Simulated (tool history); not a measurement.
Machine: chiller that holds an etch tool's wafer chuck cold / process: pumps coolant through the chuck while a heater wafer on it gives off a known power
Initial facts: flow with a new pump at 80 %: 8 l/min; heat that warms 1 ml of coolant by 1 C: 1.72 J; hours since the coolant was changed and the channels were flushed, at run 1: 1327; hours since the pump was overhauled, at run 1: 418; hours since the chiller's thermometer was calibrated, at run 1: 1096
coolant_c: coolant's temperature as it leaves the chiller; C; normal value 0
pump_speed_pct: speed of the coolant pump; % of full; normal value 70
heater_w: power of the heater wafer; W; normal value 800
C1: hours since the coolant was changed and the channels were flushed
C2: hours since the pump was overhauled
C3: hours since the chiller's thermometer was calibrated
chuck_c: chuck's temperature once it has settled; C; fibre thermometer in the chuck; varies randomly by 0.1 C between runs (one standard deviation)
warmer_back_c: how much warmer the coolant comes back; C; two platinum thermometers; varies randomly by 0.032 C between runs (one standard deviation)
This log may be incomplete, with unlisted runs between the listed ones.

{"run": 1, "day": 0.0, "coolant_c": 0, "pump_speed_pct": 70, "heater_w": 800, "C1": 1327, "C2": 418, "C3": 1096, "chuck_c": 7.6, "warmer_back_c": 4.0}
{"run": 2, "day": 1.404, "coolant_c": 0, "pump_speed_pct": 70, "heater_w": 785, "C1": 1361, "C2": 452, "C3": 1130, "chuck_c": 7.5, "warmer_back_c": 3.96}
{"run": 3, "day": 3.862, "coolant_c": 0, "pump_speed_pct": 70, "heater_w": 785, "C1": 1420, "C2": 511, "C3": 1189, "chuck_c": 7.6, "warmer_back_c": 3.95}
{"run": 4, "day": 6.033, "coolant_c": 0, "pump_speed_pct": 70, "heater_w": 785, "C1": 1472, "C2": 563, "C3": 1241, "chuck_c": 7.5, "warmer_back_c": 3.98}
{"run": 5, "day": 7.867, "coolant_c": 0, "pump_speed_pct": 70, "heater_w": 785, "C1": 1516, "C2": 607, "C3": 1285, "chuck_c": 7.5, "warmer_back_c": 4.0}
{"run": 6, "day": 10.121, "coolant_c": 0, "pump_speed_pct": 70, "heater_w": 800, "C1": 1570, "C2": 661, "C3": 1339, "chuck_c": 7.9, "warmer_back_c": 4.05}
{"run": 7, "day": 12.525, "coolant_c": 0, "pump_speed_pct": 70, "heater_w": 800, "C1": 1628, "C2": 719, "C3": 1396, "chuck_c": 7.8, "warmer_back_c": 4.04}
{"run": 8, "day": 14.279, "coolant_c": 0, "pump_speed_pct": 70, "heater_w": 800, "C1": 1670, "C2": 761, "C3": 1439, "chuck_c": 7.7, "warmer_back_c": 4.07}
{"run": 9, "day": 15.567, "coolant_c": -5, "pump_speed_pct": 70, "heater_w": 800, "C1": 1701, "C2": 792, "C3": 1469, "chuck_c": 2.7, "warmer_back_c": 4.04}
{"day": 16.0, "done": "coolant pump overhauled"}
{"run": 10, "day": 16.946, "coolant_c": -5, "pump_speed_pct": 70, "heater_w": 800, "C1": 1729, "C2": 23, "C3": 1498, "chuck_c": 2.5, "warmer_back_c": 4.07}
{"run": 11, "day": 18.112, "coolant_c": 9, "pump_speed_pct": 70, "heater_w": 800, "C1": 1757, "C2": 51, "C3": 1526, "chuck_c": 16.8, "warmer_back_c": 4.08}
{"run": 12, "day": 19.225, "coolant_c": 9, "pump_speed_pct": 70, "heater_w": 800, "C1": 1784, "C2": 77, "C3": 1552, "chuck_c": 16.9, "warmer_back_c": 4.08}
{"day": 20.367, "done": "coolant pump overhauled, once more"}
{"run": 13, "day": 21.921, "coolant_c": 9, "pump_speed_pct": 70, "heater_w": 800, "C1": 1843, "C2": 37, "C3": 1612, "chuck_c": 16.7, "warmer_back_c": 4.05}
{"run": 14, "day": 23.633, "coolant_c": 9, "pump_speed_pct": 70, "heater_w": 800, "C1": 1884, "C2": 78, "C3": 1653, "chuck_c": 16.7, "warmer_back_c": 3.95}
{"run": 15, "day": 25.271, "coolant_c": 9, "pump_speed_pct": 70, "heater_w": 800, "C1": 1924, "C2": 118, "C3": 1692, "chuck_c": 16.6, "warmer_back_c": 3.99}
{"run": 16, "day": 27.6, "coolant_c": 0, "pump_speed_pct": 79, "heater_w": 800, "C1": 1980, "C2": 174, "C3": 1748, "chuck_c": 7.2, "warmer_back_c": 3.53}
{"run": 17, "day": 29.879, "coolant_c": 0, "pump_speed_pct": 79, "heater_w": 800, "C1": 2034, "C2": 228, "C3": 1803, "chuck_c": 7.2, "warmer_back_c": 3.56}
{"run": 18, "day": 31.658, "coolant_c": -3, "pump_speed_pct": 70, "heater_w": 412, "C1": 2077, "C2": 271, "C3": 1846, "chuck_c": 1.1, "warmer_back_c": 2.1}
{"run": 19, "day": 34.162, "coolant_c": 0, "pump_speed_pct": 61, "heater_w": 1191, "C1": 2137, "C2": 331, "C3": 1906, "chuck_c": 12.4, "warmer_back_c": 6.74}
{"run": 20, "day": 36.454, "coolant_c": 2, "pump_speed_pct": 91, "heater_w": 739, "C1": 2192, "C2": 386, "C3": 1961, "chuck_c": 8.2, "warmer_back_c": 2.9}
{"run": 21, "day": 37.596, "coolant_c": 4, "pump_speed_pct": 70, "heater_w": 800, "C1": 2220, "C2": 414, "C3": 1988, "chuck_c": 11.7, "warmer_back_c": 4.05}
{"run": 22, "day": 39.854, "coolant_c": 0, "pump_speed_pct": 70, "heater_w": 810, "C1": 2274, "C2": 468, "C3": 2042, "chuck_c": 7.9, "warmer_back_c": 3.98}
{"run": 23, "day": 42.058, "coolant_c": 0, "pump_speed_pct": 70, "heater_w": 1083, "C1": 2327, "C2": 521, "C3": 2095, "chuck_c": 10.4, "warmer_back_c": 5.4}
{"run": 24, "day": 44.617, "coolant_c": 0, "pump_speed_pct": 70, "heater_w": 1161, "C1": 2388, "C2": 582, "C3": 2157, "chuck_c": 11.3, "warmer_back_c": 5.78}
{"run": 25, "day": 46.854, "coolant_c": 0, "pump_speed_pct": 70, "heater_w": 1161, "C1": 2442, "C2": 636, "C3": 2210, "chuck_c": 11.3, "warmer_back_c": 5.86}
{"run": 26, "day": 49.25, "coolant_c": 0, "pump_speed_pct": 70, "heater_w": 1161, "C1": 2499, "C2": 693, "C3": 2268, "chuck_c": 11.1, "warmer_back_c": 5.77}
{"run": 27, "day": 51.596, "coolant_c": 2, "pump_speed_pct": 70, "heater_w": 1161, "C1": 2556, "C2": 750, "C3": 2324, "chuck_c": 13.2, "warmer_back_c": 5.88}
{"run": 28, "day": 52.958, "coolant_c": -2, "pump_speed_pct": 72, "heater_w": 1134, "C1": 2588, "C2": 782, "C3": 2357, "chuck_c": 9.0, "warmer_back_c": 5.54}
{"run": 29, "day": 54.804, "coolant_c": -2, "pump_speed_pct": 89, "heater_w": 1108, "C1": 2632, "C2": 827, "C3": 2401, "chuck_c": 7.3, "warmer_back_c": 4.4}
{"run": 30, "day": 56.854, "coolant_c": -1, "pump_speed_pct": 62, "heater_w": 514, "C1": 2682, "C2": 876, "C3": 2450, "chuck_c": 4.6, "warmer_back_c": 2.91}
{"run": 31, "day": 59.117, "coolant_c": -1, "pump_speed_pct": 62, "heater_w": 514, "C1": 2736, "C2": 930, "C3": 2505, "chuck_c": 4.5, "warmer_back_c": 2.98}

For each run, the measured value with the value that run would have given without the tool's hidden condition subtracted. The run-to-run variation is shared by both, the gauge scatter possibly not:
Hidden state present: heat passed by the chuck's channels, % of clean ones'; flow at a given pump speed, % of a new pump's; coolant's true temperature over the reading, C; drift of the gauge itself on chuck_c, C; drift of the gauge itself on warmer_back_c, C.
run=1 chuck_c=+0.3 warmer_back_c=+0.05
run=2 chuck_c=+0.3 warmer_back_c=+0.05
run=3 chuck_c=+0.3 warmer_back_c=+0.06
run=4 chuck_c=+0.3 warmer_back_c=+0.06
run=5 chuck_c=+0.3 warmer_back_c=+0.07
run=6 chuck_c=+0.3 warmer_back_c=+0.07
run=7 chuck_c=+0.4 warmer_back_c=+0.07
run=8 chuck_c=+0.3 warmer_back_c=+0.08
run=9 chuck_c=+0.4 warmer_back_c=+0.08
run=10 chuck_c=+0.4 warmer_back_c=+0.10
run=11 chuck_c=+0.4 warmer_back_c=+0.10
run=12 chuck_c=+0.5 warmer_back_c=+0.10
run=13 chuck_c=+0.3 warmer_back_c=+0.01
run=14 chuck_c=+0.4 warmer_back_c=+0.01
run=15 chuck_c=+0.3 warmer_back_c=+0.01
run=16 chuck_c=+0.3 warmer_back_c=+0.01
run=17 chuck_c=+0.3 warmer_back_c=+0.02
run=18 chuck_c=+0.2 warmer_back_c=+0.01
run=19 chuck_c=+0.5 warmer_back_c=+0.03
run=20 chuck_c=+0.3 warmer_back_c=+0.02
run=21 chuck_c=+0.4 warmer_back_c=+0.03
run=22 chuck_c=+0.4 warmer_back_c=+0.02
run=23 chuck_c=+0.5 warmer_back_c=+0.04
run=24 chuck_c=+0.6 warmer_back_c=+0.04
run=25 chuck_c=+0.6 warmer_back_c=+0.05
run=26 chuck_c=+0.6 warmer_back_c=+0.06
run=27 chuck_c=+0.6 warmer_back_c=+0.06
run=28 chuck_c=+0.7 warmer_back_c=+0.06
run=29 chuck_c=+0.6 warmer_back_c=+0.05
run=30 chuck_c=+0.4 warmer_back_c=+0.03
run=31 chuck_c=+0.5 warmer_back_c=+0.04
